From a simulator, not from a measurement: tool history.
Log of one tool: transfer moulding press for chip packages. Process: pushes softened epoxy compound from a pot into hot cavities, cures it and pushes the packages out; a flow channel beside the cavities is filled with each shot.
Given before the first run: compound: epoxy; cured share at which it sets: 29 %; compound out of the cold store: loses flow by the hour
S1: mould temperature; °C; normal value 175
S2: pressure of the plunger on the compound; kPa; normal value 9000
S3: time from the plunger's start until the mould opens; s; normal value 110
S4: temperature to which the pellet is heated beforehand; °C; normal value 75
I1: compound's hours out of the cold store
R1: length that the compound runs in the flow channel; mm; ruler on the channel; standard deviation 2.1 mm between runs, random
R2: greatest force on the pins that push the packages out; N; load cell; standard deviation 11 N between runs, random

run 1 hour=0.0 | S1=175 S2=9000 S3=110 S4=75 | I1=26.2 | R1=838 R2=576
run 2 hour=7.9 | S1=175 S2=9000 S3=110 S4=75 | I1=42.5 | R1=806 R2=641
run 3 hour=13.3 | S1=175 S2=9000 S3=110 S4=75 | I1=13.0 | R1=864 R2=686
run 4 hour=18.7 | S1=175 S2=8540 S3=110 S4=75 | I1=27.0 | R1=815 R2=764
run 5 hour=24.6 | S1=175 S2=8540 S3=110 S4=75 | I1=16.4 | R1=833 R2=804
run 6 hour=31.3 | S1=180 S2=9000 S3=110 S4=75 | I1=44.2 | R1=779 R2=676
run 7 hour=35.3 | S1=180 S2=9000 S3=110 S4=75 | I1=28.0 | R1=805 R2=701
run 8 hour=41.4 | S1=180 S2=9000 S3=110 S4=75 | I1=27.0 | R1=809 R2=722
run 9 hour=48.2 | S1=180 S2=9000 S3=110 S4=75 | I1=16.5 | R1=827 R2=753
run 10 hour=52.6 | S1=180 S2=9000 S3=110 S4=75 | I1=26.9 | R1=802 R2=761
run 11 hour=59.8 | S1=175 S2=9000 S3=110 S4=75 | I1=16.6 | R1=853 R2=905
-- hour=68.8 cavities cleaned with cleaning compound and waxed
run 12 hour=69.2 | S1=175 S2=6920 S3=110 S4=75 | I1=13.3 | R1=753 R2=508
run 13 hour=75.0 | S1=175 S2=9000 S3=110 S4=75 | I1=29.6 | R1=827 R2=573
-- hour=80.9 plunger's sealing rings changed
run 14 hour=86.6 | S1=175 S2=8830 S3=110 S4=75 | I1=23.4 | R1=860 R2=662
run 15 hour=90.5 | S1=179 S2=8830 S3=110 S4=75 | I1=35.0 | R1=817 R2=587
run 16 hour=94.8 | S1=179 S2=8830 S3=110 S4=75 | I1=18.6 | R1=849 R2=587
run 17 hour=102.6 | S1=179 S2=8830 S3=110 S4=75 | I1=21.1 | R1=840 R2=675
run 18 hour=107.1 | S1=179 S2=8830 S3=110 S4=75 | I1=11.0 | R1=859 R2=697
run 19 hour=114.7 | S1=178 S2=6990 S3=149 S4=70 | I1=33.2 | R1=737 R2=636
run 20 hour=119.7 | S1=178 S2=7800 S3=149 S4=67 | I1=16.1 | R1=805 R2=695
run 21 hour=125.5 | S1=178 S2=7800 S3=149 S4=67 | I1=10.9 | R1=816 R2=694
run 22 hour=134.1 | S1=175 S2=10200 S3=110 S4=75 | I1=47.1 | R1=874 R2=891
run 23 hour=139.1 | S1=170 S2=7600 S3=110 S4=72 | I1=39.0 | R1=795 R2=1333
run 24 hour=145.7 | S1=170 S2=7600 S3=110 S4=72 | I1=12.2 | R1=840 R2=1401
-- hour=149.2 cavities cleaned with cleaning compound and waxed
run 25 hour=154.2 | S1=170 S2=7600 S3=110 S4=72 | I1=16.4 | R1=836 R2=826
run 26 hour=163.5 | S1=170 S2=7600 S3=110 S4=72 | I1=37.2 | R1=794 R2=924
run 27 hour=169.4 | S1=168 S2=7600 S3=124 S4=76 | I1=21.2 | R1=837 R2=885
run 28 hour=174.4 | S1=168 S2=8340 S3=110 S4=67 | I1=35.4 | R1=848 R2=1184
run 29 hour=179.0 | S1=175 S2=9000 S3=110 S4=74 | I1=22.2 | R1=867 R2=788
run 30 hour=188.0 | S1=178 S2=7610 S3=102 S4=72 | I1=8.3 | R1=808 R2=820

Some steps in R1, run to run, broken into two amounts with sign: the step expected even without the hidden condition (settings, incoming material, random variation), and the rest, left for the hidden condition together with whatever gauge scatter is not in both the measured and the hidden-condition-free result:
What the log doesn't record here: true mould temperature over the reading, C; pressure that reaches the compound, % of what is set; grip of the stained cavities, % over clean ones'; drift of the gauge itself on flow_mm, %; drift of the gauge itself on push_out_n, %.
Run 10 -> 11: S1 180 -> 175. R1 +51 mm: hidden state -3, all else +54.
Run 11 -> 12: S2 9000 -> 6920, cavities cleaned with cleaning compound and waxed. R1 -100 mm: hidden state +4, all else -104.
Run 13 -> 14: S2 9000 -> 8830, plunger's sealing rings changed. R1 +33 mm: hidden state +31, all else +2.
Run 18 -> 19: S1 179 -> 178, S2 8830 -> 6990, S3 110 -> 149, S4 75 -> 70. R1 -122 mm: hidden state +0, all else -122.
Run 22 -> 23: S1 175 -> 170, S2 10200 -> 7600, S4 75 -> 72. R1 -79 mm: hidden state +0, all else -79.

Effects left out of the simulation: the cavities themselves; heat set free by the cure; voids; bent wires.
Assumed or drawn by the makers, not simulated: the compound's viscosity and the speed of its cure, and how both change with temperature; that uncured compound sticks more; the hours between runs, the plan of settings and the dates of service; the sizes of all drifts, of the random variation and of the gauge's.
